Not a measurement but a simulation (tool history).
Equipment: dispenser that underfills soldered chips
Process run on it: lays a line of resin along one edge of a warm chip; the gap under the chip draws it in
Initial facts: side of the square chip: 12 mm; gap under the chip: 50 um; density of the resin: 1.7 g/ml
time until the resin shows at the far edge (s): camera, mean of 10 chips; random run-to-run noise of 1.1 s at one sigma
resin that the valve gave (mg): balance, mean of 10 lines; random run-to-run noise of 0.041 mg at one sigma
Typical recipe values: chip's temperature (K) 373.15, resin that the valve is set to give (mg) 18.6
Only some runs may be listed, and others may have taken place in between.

| run | day | chip's temperature (K) | resin that the valve is set to give (mg) | time until the resin shows at the far edge (s) | resin that the valve gave (mg) |
|---|---|---|---|---|---|
| 1 | 0.000 | 373.15 | 18.6 | 167.0 | 18.19 |
| 2 | 0.154 | 373.15 | 18.6 | 120.3 | 18.21 |
| 3 | 0.354 | 373.15 | 18.6 | 146.4 | 18.25 |
| 4 | 0.712 | 373.15 | 18.6 | 125.1 | 18.12 |
| 5 | 1.029 | 373.15 | 18.6 | 169.0 | 18.08 |
| 6 | 1.296 | 373.15 | 18.6 | 132.8 | 18.09 |
| 7 | 1.612 | 373.15 | 18.6 | 170.9 | 18.61 |
| 8 | 1.783 | 373.15 | 19.6 | 116.2 | 19.64 |
| 9 | 2.038 | 373.15 | 18.6 | 156.2 | 18.58 |
| 10 | 2.204 | 373.15 | 18.6 | 105.4 | 18.50 |
| 11 | 2.438 | 388.15 | 18.6 | 75.5 | 18.55 |
| 12 | 2.704 | 388.15 | 18.6 | 97.0 | 18.48 |
| 13 | 2.967 | 365.15 | 18.6 | 181.4 | 18.43 |
| 14 | 3.300 | 365.15 | 18.6 | 152.9 | 18.38 |
| 15 | 3.596 | 365.15 | 20.6 | 206.1 | 20.37 |
| 16 | 3.862 | 365.15 | 20.6 | 151.3 | 20.24 |
| 17 | 4.100 | 365.15 | 20.6 | 193.2 | 20.23 |
| 18 | 4.438 | 373.15 | 18.6 | 111.3 | 18.23 |
| 19 | 4.579 | 373.15 | 18.6 | 133.2 | 18.20 |
| 20 | 4.750 | 366.15 | 17.7 | 206.5 | 17.31 |
| 21 | 4.954 | 386.15 | 22.2 | 65.8 | 21.70 |
| 22 | 5.179 | 386.15 | 22.2 | 81.4 | 21.76 |
| 23 | 5.346 | 373.15 | 21.4 | 158.3 | 20.90 |
| 24 | 5.658 | 374.15 | 22.9 | 117.9 | 22.73 |
| 25 | 5.850 | 374.15 | 22.9 | 146.3 | 22.77 |
| 26 | 6.038 | 387.15 | 20.6 | 63.9 | 20.38 |
| 27 | 6.221 | 371.15 | 18.7 | 139.6 | 18.54 |
| 28 | 6.417 | 373.15 | 21.5 | 157.6 | 21.29 |
| 29 | 6.700 | 373.15 | 21.5 | 120.8 | 21.23 |
| 30 | 6.962 | 385.15 | 18.5 | 101.4 | 18.29 |
| 31 | 7.271 | 386.15 | 22.6 | 78.3 | 22.29 |
| 32 | 7.471 | 367.15 | 21.2 | 197.1 | 20.88 |
| 33 | 7.629 | 370.15 | 17.6 | 122.6 | 17.35 |
| 34 | 7.938 | 368.15 | 17.6 | 182.1 | 17.26 |
| 35 | 8.138 | 384.15 | 19.8 | 119.7 | 19.39 |

Missing from the log above: 17 entries noted between runs. For each, name the pair of listed runs it sits between and say how the tool's hidden condition differs from the listed run just before to the listed run just after:
Between runs 1 and 2: new syringe of resin (day 0.033)
  resin's viscosity, % of fresh resin's: 161.6 -> 113; dose that the valve gives, % of what is set: 98.15 -> 98.04; true chip temperature over the reading, C: -0.36 -> -0.37
  the result without the hidden state subtracted from the measured one, time until the resin shows at the far edge (s): +65.3 -> +15.6; resin that the valve gave (mg): -0.34 -> -0.37
Between runs 3 and 4: new syringe of resin (day 0.558)
  resin's viscosity, % of fresh resin's: 137.9 -> 116.7; dose that the valve gives, % of what is set: 97.89 -> 97.62; true chip temperature over the reading, C: -0.38 -> -0.41
  the result without the hidden state subtracted from the measured one, time until the resin shows at the far edge (s): +42.2 -> +19.9; resin that the valve gave (mg): -0.40 -> -0.45
Between runs 5 and 6: new syringe of resin (day 1.096)
  resin's viscosity, % of fresh resin's: 159.8 -> 124.3; dose that the valve gives, % of what is set: 97.38 -> 97.19; true chip temperature over the reading, C: -0.43 -> -0.45
  the result without the hidden state subtracted from the measured one, time until the resin shows at the far edge (s): +65.5 -> +28.3; resin that the valve gave (mg): -0.49 -> -0.52
Between runs 6 and 7: dispensing valve cleaned and set on the balance (day 1.404)
  resin's viscosity, % of fresh resin's: 124.3 -> 163.4; dose that the valve gives, % of what is set: 97.19 -> 100.12; true chip temperature over the reading, C: -0.45 -> -0.47
  the result without the hidden state subtracted from the measured one, time until the resin shows at the far edge (s): +28.3 -> +68.1; resin that the valve gave (mg): -0.52 -> +0.03
Between runs 7 and 8: new syringe of resin (day 1.675)
  resin's viscosity, % of fresh resin's: 163.4 -> 112.3; dose that the valve gives, % of what is set: 100.12 -> 100; true chip temperature over the reading, C: -0.47 -> -0.48
  the result without the hidden state subtracted from the measured one, time until the resin shows at the far edge (s): +68.1 -> +14.6; resin that the valve gave (mg): +0.03 -> +0.00
Between runs 9 and 10: new syringe of resin (day 2.200)
  resin's viscosity, % of fresh resin's: 144.6 -> 99.1; dose that the valve gives, % of what is set: 99.8 -> 99.67; true chip temperature over the reading, C: -0.5 -> -0.51
  the result without the hidden state subtracted from the measured one, time until the resin shows at the far edge (s): +50.4 -> +1.2; resin that the valve gave (mg): -0.04 -> -0.06
Between runs 12 and 13: new syringe of resin (day 2.742)
  resin's viscosity, % of fresh resin's: 161.8 -> 123.5; dose that the valve gives, % of what is set: 99.3 -> 99.12; true chip temperature over the reading, C: -0.55 -> -0.56
  the result without the hidden state subtracted from the measured one, time until the resin shows at the far edge (s): +38.5 -> +38.1; resin that the valve gave (mg): -0.13 -> -0.16
Between runs 13 and 14: new syringe of resin (day 3.271)
  resin's viscosity, % of fresh resin's: 123.5 -> 105.2; dose that the valve gives, % of what is set: 99.12 -> 98.88; true chip temperature over the reading, C: -0.56 -> -0.59
  the result without the hidden state subtracted from the measured one, time until the resin shows at the far edge (s): +38.1 -> +11.2; resin that the valve gave (mg): -0.16 -> -0.21
Between runs 15 and 16: new syringe of resin (day 3.817)
  resin's viscosity, % of fresh resin's: 141 -> 105.1; dose that the valve gives, % of what is set: 98.65 -> 98.46; true chip temperature over the reading, C: -0.61 -> -0.63
  the result without the hidden state subtracted from the measured one, time until the resin shows at the far edge (s): +63.5 -> +11.1; resin that the valve gave (mg): -0.28 -> -0.31
Between runs 17 and 18: new syringe of resin (day 4.375)
  resin's viscosity, % of fresh resin's: 133.2 -> 106.5; dose that the valve gives, % of what is set: 98.28 -> 98.05; true chip temperature over the reading, C: -0.64 -> -0.67
  the result without the hidden state subtracted from the measured one, time until the resin shows at the far edge (s): +52.2 -> +9.8; resin that the valve gave (mg): -0.36 -> -0.36
Between runs 20 and 21: new syringe of resin (day 4.921)
  resin's viscosity, % of fresh resin's: 145.2 -> 101.9; dose that the valve gives, % of what is set: 97.83 -> 97.7; true chip temperature over the reading, C: -0.69 -> -0.71
  the result without the hidden state subtracted from the measured one, time until the resin shows at the far edge (s): +68.8 -> +2.9; resin that the valve gave (mg): -0.38 -> -0.51
Between runs 23 and 24: new syringe of resin (day 5.450); dispensing valve cleaned and set on the balance (day 5.492)
  resin's viscosity, % of fresh resin's: 150.1 -> 117.8; dose that the valve gives, % of what is set: 97.41 -> 99.66; true chip temperature over the reading, C: -0.74 -> -0.76
  the result without the hidden state subtracted from the measured one, time until the resin shows at the far edge (s): +56.0 -> +20.7; resin that the valve gave (mg): -0.56 -> -0.08
Between runs 25 and 26: new syringe of resin (day 6.017)
  resin's viscosity, % of fresh resin's: 142.5 -> 102.5; dose that the valve gives, % of what is set: 99.51 -> 99.38; true chip temperature over the reading, C: -0.77 -> -0.78
  the result without the hidden state subtracted from the measured one, time until the resin shows at the far edge (s): +46.6 -> +3.3; resin that the valve gave (mg): -0.11 -> -0.12
Between runs 28 and 29: new syringe of resin (day 6.554)
  resin's viscosity, % of fresh resin's: 149.1 -> 113.4; dose that the valve gives, % of what is set: 99.1 -> 98.9; true chip temperature over the reading, C: -0.81 -> -0.83
  the result without the hidden state subtracted from the measured one, time until the resin shows at the far edge (s): +55.2 -> +17.7; resin that the valve gave (mg): -0.20 -> -0.24
Between runs 30 and 31: new syringe of resin (day 7.092)
  resin's viscosity, % of fresh resin's: 146.8 -> 119.8; dose that the valve gives, % of what is set: 98.71 -> 98.49; true chip temperature over the reading, C: -0.85 -> -0.87
  the result without the hidden state subtracted from the measured one, time until the resin shows at the far edge (s): +34.6 -> +15.0; resin that the valve gave (mg): -0.24 -> -0.34
Between runs 32 and 33: new syringe of resin (day 7.629)
  resin's viscosity, % of fresh resin's: 145.8 -> 101.3; dose that the valve gives, % of what is set: 98.34 -> 98.23; true chip temperature over the reading, C: -0.89 -> -0.9
  the result without the hidden state subtracted from the measured one, time until the resin shows at the far edge (s): +66.7 -> +6.3; resin that the valve gave (mg): -0.35 -> -0.31

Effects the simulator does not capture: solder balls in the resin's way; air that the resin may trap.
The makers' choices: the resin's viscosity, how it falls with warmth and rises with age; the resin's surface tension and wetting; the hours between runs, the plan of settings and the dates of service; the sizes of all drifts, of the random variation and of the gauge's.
